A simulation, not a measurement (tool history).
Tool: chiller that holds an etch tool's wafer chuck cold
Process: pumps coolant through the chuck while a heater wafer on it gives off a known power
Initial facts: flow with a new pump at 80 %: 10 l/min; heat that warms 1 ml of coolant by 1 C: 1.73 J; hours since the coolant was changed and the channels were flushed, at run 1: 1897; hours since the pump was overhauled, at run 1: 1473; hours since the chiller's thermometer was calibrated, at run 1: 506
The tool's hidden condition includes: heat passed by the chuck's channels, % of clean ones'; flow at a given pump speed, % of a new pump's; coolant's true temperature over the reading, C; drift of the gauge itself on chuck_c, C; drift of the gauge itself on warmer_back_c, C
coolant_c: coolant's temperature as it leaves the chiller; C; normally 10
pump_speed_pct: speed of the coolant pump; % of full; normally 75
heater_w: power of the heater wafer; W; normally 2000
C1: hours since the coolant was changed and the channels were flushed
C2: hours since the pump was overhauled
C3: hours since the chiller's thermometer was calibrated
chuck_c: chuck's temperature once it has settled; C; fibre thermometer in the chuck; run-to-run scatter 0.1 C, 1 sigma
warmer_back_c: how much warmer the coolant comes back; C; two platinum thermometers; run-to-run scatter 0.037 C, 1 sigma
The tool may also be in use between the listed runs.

Run 1, hour 0.0: usual settings; C1 1897; C2 1473; C3 506. Result: chuck_c 29.1 C, warmer_back_c 7.68 C.
Run 2, hour 27.3: usual settings but pump_speed_pct 78 % of full; C1 1924; C2 1501; C3 534. Result: chuck_c 28.3 C, warmer_back_c 7.37 C.
Run 3, hour 56.6: usual settings; C1 1953; C2 1530; C3 563. Result: chuck_c 29.2 C, warmer_back_c 7.66 C.
Run 4, hour 83.0: usual settings; C1 1980; C2 1556; C3 589. Result: chuck_c 29.1 C, warmer_back_c 7.74 C.
Run 5, hour 125.5: usual settings but pump_speed_pct 71 % of full; C1 2022; C2 1599; C3 632. Result: chuck_c 29.9 C, warmer_back_c 8.20 C.
Run 6, hour 153.8: usual settings but coolant_c 12 C, pump_speed_pct 71 % of full; C1 2051; C2 1627; C3 660. Result: chuck_c 32.0 C, warmer_back_c 8.08 C.
Run 7, hour 195.5: usual settings but coolant_c 12 C, pump_speed_pct 71 % of full; C1 2092; C2 1669; C3 702. Result: chuck_c 32.1 C, warmer_back_c 8.15 C.
At hour 203.8: coolant pump overhauled.
Run 8, hour 221.0: usual settings but pump_speed_pct 66 % of full; C1 2113; C2 17; C3 722. Result: chuck_c 31.4 C, warmer_back_c 8.88 C.
Run 9, hour 244.0: usual settings but pump_speed_pct 66 % of full; C1 2136; C2 40; C3 745. Result: chuck_c 31.4 C, warmer_back_c 8.87 C.
Run 10, hour 288.5: usual settings but pump_speed_pct 69 % of full; C1 2180; C2 85; C3 790. Result: chuck_c 30.5 C, warmer_back_c 8.56 C.
At hour 306.1: coolant pump overhauled, once more.
Run 11, hour 326.4: usual settings but heater_w 2862 W; C1 2213; C2 20; C3 823. Result: chuck_c 36.6 C, warmer_back_c 10.57 C.
Run 12, hour 347.2: usual settings but heater_w 2862 W; C1 2234; C2 41; C3 844. Result: chuck_c 36.9 C, warmer_back_c 10.60 C.
Run 13, hour 386.8: usual settings but coolant_c 19 C, heater_w 1142 W; C1 2273; C2 81; C3 883. Result: chuck_c 29.6 C, warmer_back_c 4.21 C.
Run 14, hour 430.7: usual settings but coolant_c 19 C, heater_w 1163 W; C1 2317; C2 125; C3 927. Result: chuck_c 30.0 C, warmer_back_c 4.34 C.
Run 15, hour 455.7: usual settings but coolant_c 19 C, heater_w 1163 W; C1 2342; C2 150; C3 952. Result: chuck_c 30.0 C, warmer_back_c 4.29 C.
Run 16, hour 501.5: usual settings but coolant_c 19 C, heater_w 1163 W; C1 2388; C2 195; C3 998. Result: chuck_c 30.1 C, warmer_back_c 4.32 C.
Run 17, hour 528.7: usual settings but coolant_c 20 C, pump_speed_pct 98 % of full, heater_w 2014 W; C1 2415; C2 223; C3 1025. Result: chuck_c 35.8 C, warmer_back_c 5.78 C.
Run 18, hour 553.6: usual settings but coolant_c 12 C, pump_speed_pct 98 % of full, heater_w 2014 W; C1 2440; C2 247; C3 1050. Result: chuck_c 27.7 C, warmer_back_c 5.75 C.
Run 19, hour 590.3: usual settings but coolant_c 3 C; C1 2477; C2 284; C3 1087. Result: chuck_c 21.9 C, warmer_back_c 7.36 C.

Below, some changes in chuck_c between adjacent runs. For each, the amount present without the hidden state too (settings, incoming material, random variation) and the amount remaining for the hidden state with gauge scatter not shared by both compared results:
Run 12 -> 13: coolant_c 10 -> 19, heater_w 2862 -> 1142. chuck_c -7.3 C: hidden state -1.0, all else -6.3.
Run 17 -> 18: coolant_c 20 -> 12. chuck_c -8.1 C: hidden state +0.1, all else -8.2.

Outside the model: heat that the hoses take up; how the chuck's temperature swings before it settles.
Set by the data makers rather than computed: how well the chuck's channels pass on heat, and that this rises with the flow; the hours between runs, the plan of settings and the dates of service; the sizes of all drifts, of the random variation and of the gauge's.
